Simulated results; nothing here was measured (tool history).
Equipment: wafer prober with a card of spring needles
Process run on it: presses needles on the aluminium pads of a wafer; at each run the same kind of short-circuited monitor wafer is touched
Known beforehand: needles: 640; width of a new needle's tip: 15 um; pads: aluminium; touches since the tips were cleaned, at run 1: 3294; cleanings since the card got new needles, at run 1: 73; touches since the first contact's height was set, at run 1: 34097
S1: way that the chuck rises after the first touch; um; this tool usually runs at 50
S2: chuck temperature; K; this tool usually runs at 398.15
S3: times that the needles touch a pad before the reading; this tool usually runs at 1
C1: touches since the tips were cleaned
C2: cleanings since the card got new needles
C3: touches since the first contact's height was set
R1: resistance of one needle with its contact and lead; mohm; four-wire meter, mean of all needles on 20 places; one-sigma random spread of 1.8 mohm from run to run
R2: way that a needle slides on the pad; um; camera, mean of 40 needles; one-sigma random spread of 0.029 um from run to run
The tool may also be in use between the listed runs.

Run 1, hour 0: usual settings; C1 3294; C2 73; C3 34097. Result: R1 219 mohm, R2 10.56 um.
At hour 12: tips cleaned on abrasive film.
At hour 30.2: tips cleaned on abrasive film.
At hour 48.7: tips cleaned on abrasive film.
Run 2, hour 64.8: usual settings; C1 8746; C2 76; C3 69222. Result: R1 231 mohm, R2 10.53 um.
At hour 68.9: tips cleaned on abrasive film.
At hour 89: tips cleaned on abrasive film.
At hour 105.2: tips cleaned on abrasive film.
Run 3, hour 119.8: usual settings; C1 7936; C2 79; C3 99010. Result: R1 228 mohm, R2 10.44 um.
At hour 123.9: tips cleaned on abrasive film.
At hour 143.5: tips cleaned on abrasive film.
At hour 162.8: tips cleaned on abrasive film.
Run 4, hour 173.2: usual settings; C1 5707; C2 82; C3 127953. Result: R1 235 mohm, R2 10.44 um.
At hour 181.4: tips cleaned on abrasive film.
At hour 201.3: tips cleaned on abrasive film.
Run 5, hour 211.5: usual settings; C1 5524; C2 84; C3 148661. Result: R1 232 mohm, R2 10.37 um.
At hour 219.1: tips cleaned on abrasive film.
At hour 239.2: tips cleaned on abrasive film.
At hour 251.6: height of the first contact set anew.
At hour 257.3: tips cleaned on abrasive film.
Run 6, hour 257.3: usual settings; C1 0; C2 87; C3 3075. Result: R1 199 mohm, R2 10.59 um.
At hour 273.6: tips cleaned on abrasive film.
At hour 293.8: tips cleaned on abrasive film.
At hour 312: tips cleaned on abrasive film.
Run 7, hour 312: usual settings; C1 0; C2 90; C3 32687. Result: R1 202 mohm, R2 10.61 um.
At hour 328.3: tips cleaned on abrasive film.
At hour 348: tips cleaned on abrasive film.
Run 8, hour 353.1: usual settings; C1 2789; C2 92; C3 54977. Result: R1 223 mohm, R2 10.58 um.
At hour 368.2: tips cleaned on abrasive film.
At hour 388.3: tips cleaned on abrasive film.
At hour 404.5: tips cleaned on abrasive film.
Run 9, hour 408.8: usual settings; C1 2316; C2 95; C3 85113. Result: R1 222 mohm, R2 10.54 um.
At hour 423.4: tips cleaned on abrasive film, once more.
At hour 443.3: tips cleaned on abrasive film.
Run 10, hour 459: usual settings; C1 8511; C2 97; C3 112331. Result: R1 232 mohm, R2 10.47 um.
At hour 463.1: tips cleaned on abrasive film.
At hour 483.3: tips cleaned on abrasive film.
At hour 502.3: tips cleaned on abrasive film.
At hour 521.7: tips cleaned on abrasive film.
Run 11, hour 524.3: usual settings but S1 53 um, S2 305.15 K; C1 1431; C2 101; C3 147685. Result: R1 195 mohm, R2 10.98 um.
At hour 539.7: tips cleaned on abrasive film.
At hour 560: tips cleaned on abrasive film.
At hour 567.4: height of the first contact set anew.
Run 12, hour 573.4: usual settings but S1 53 um, S2 299.15 K; C1 7173; C2 103; C3 3284. Result: R1 215 mohm, R2 11.3 um.
At hour 577.6: tips cleaned on abrasive film.
At hour 597: tips cleaned on abrasive film.
Run 13, hour 606.8: usual settings but S1 53 um, S2 299.15 K; C1 5334; C2 105; C3 21321. Result: R1 212 mohm, R2 11.28 um.
At hour 614.9: tips cleaned on abrasive film.
At hour 634.9: tips cleaned on abrasive film.
At hour 652.5: tips cleaned on abrasive film.
Run 14, hour 652.5: usual settings but S1 53 um, S2 299.15 K; C1 0; C2 108; C3 46039. Result: R1 177 mohm, R2 11.21 um.
At hour 672.3: tips cleaned on abrasive film.
At hour 688.6: tips cleaned on abrasive film.
Run 15, hour 693: usual settings but S1 32 um, S2 391.15 K, S3 2; C1 2369; C2 110; C3 67988. Result: R1 243 mohm, R2 6.7 um.
At hour 708.8: tips cleaned on abrasive film.
At hour 728.2: tips cleaned on abrasive film.
At hour 744.4: tips cleaned on abrasive film.
Run 16, hour 746.3: usual settings but S1 32 um, S2 391.15 K, S3 2; C1 1009; C2 113; C3 96864. Result: R1 227 mohm, R2 6.65 um.
At hour 761.6: tips cleaned on abrasive film.
At hour 780.5: tips cleaned on abrasive film.
Run 17, hour 781.1: usual settings but S1 34 um, S2 301.15 K; C1 283; C2 115; C3 115699. Result: R1 202 mohm, R2 7 um.
At hour 797.3: tips cleaned on abrasive film.
At hour 816.5: tips cleaned on abrasive film.
At hour 835.2: tips cleaned on abrasive film.
Run 18, hour 835.2: usual settings but S1 56 um, S2 388.15 K, S3 2; C1 0; C2 118; C3 145035. Result: R1 192 mohm, R2 11.69 um.

Forecast each of these 3 alternatives for the next run:
At hour 851.5: tips cleaned on abrasive film.
At hour 870.6: tips cleaned on abrasive film.
Run A, hour 879.2: usual settings but S1 37 um, S2 302.15 K, S3 3; C1 4713; C2 120; C3 168892. Result: R1 ?, R2 ?.
At hour 851.5: tips cleaned on abrasive film.
At hour 870.6: tips cleaned on abrasive film.
Run B, hour 879.2: usual settings but S2 352.15 K; C1 4713; C2 120; C3 168892. Result: R1 ?, R2 ?.
At hour 851.5: tips cleaned on abrasive film.
At hour 870.6: tips cleaned on abrasive film.
Run C, hour 879.2: usual settings but S1 30 um, S2 388.15 K; C1 4713; C2 120; C3 168892. Result: R1 ?, R2 ?.

run   R1     R2
  A  212   7.55
  B  226  10.35
  C  306   6.05
With the hidden condition removed and each run's random variation left untouched, the same runs would have given:
run   R1     R2
  A  180   7.88
  B  183  10.68
  C  201   6.38

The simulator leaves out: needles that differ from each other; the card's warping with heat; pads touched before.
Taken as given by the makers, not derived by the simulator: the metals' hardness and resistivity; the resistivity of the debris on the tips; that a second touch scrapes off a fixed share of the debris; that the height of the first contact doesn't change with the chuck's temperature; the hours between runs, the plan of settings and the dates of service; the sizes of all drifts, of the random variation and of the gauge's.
